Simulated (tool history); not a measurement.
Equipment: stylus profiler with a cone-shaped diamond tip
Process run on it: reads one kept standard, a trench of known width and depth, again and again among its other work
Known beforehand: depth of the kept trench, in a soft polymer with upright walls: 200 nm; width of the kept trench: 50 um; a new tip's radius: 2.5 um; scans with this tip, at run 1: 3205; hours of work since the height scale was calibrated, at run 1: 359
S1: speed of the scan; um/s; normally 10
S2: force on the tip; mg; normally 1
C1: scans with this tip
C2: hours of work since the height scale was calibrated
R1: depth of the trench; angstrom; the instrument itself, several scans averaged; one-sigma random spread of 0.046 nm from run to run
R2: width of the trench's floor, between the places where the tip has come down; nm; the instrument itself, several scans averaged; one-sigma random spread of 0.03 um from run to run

run,hour,S1,S2,C1,C2,R1,R2
1,0,10,1,3205,359,2012.4,47820
2,19.3,10,1,3335,374,2012.4,47870
3,35.8,10,1,3447,386,2012.8,47900
4,56,10,1,3584,401,2012.1,47810
5,66.9,10,1,3658,410,2012.4,47880
6,86.3,10,1,3790,425,2012.2,47810
7,99,10,1,3876,434,2012.9,47760
8,119,10,1,4012,449,2011.4,47830
9,141.7,10,1,4165,467,2012.2,47820
10,156.7,10,1,4267,478,2011.9,47760
11,177.5,6,1,4408,494,2012.4,47790
12,195.8,10,2.24,4532,508,2022.7,47830
13,208.5,10,1,4618,517,2011.7,47780
14,229.5,10,1,4761,533,2011.8,47780
15,241.2,10,1,4840,542,2011.7,47760
16,261.7,10,0.87,4979,558,2010,47770
17,279.1,10,0.87,5097,571,2010.5,47810
18,289.1,10,0.87,5165,578,2010.1,47800
19,303.5,10,0.87,5262,589,2010.4,47780
20,323.8,10,0.87,5400,605,2009.5,47750
21,340.8,10,1,5515,618,2011.5,47740
22,359.7,10,1,5643,632,2010.7,47720
23,375.7,15,1,5752,644,2011,47760
24,387.5,4,0.73,5832,653,2008.6,47840
25,404.7,4,0.98,5948,666,2010.8,47770

Run 26, settings as shown, results not yet in. Your forecast:
26,426.7,4,0.98,6098,683,?,?

{"run 26": {"R1": 2011.1, "R2": 47800}}
Minus the tool's unlogged condition, the same run would have read R1 2014.8 angstrom, R2 48040 nm.
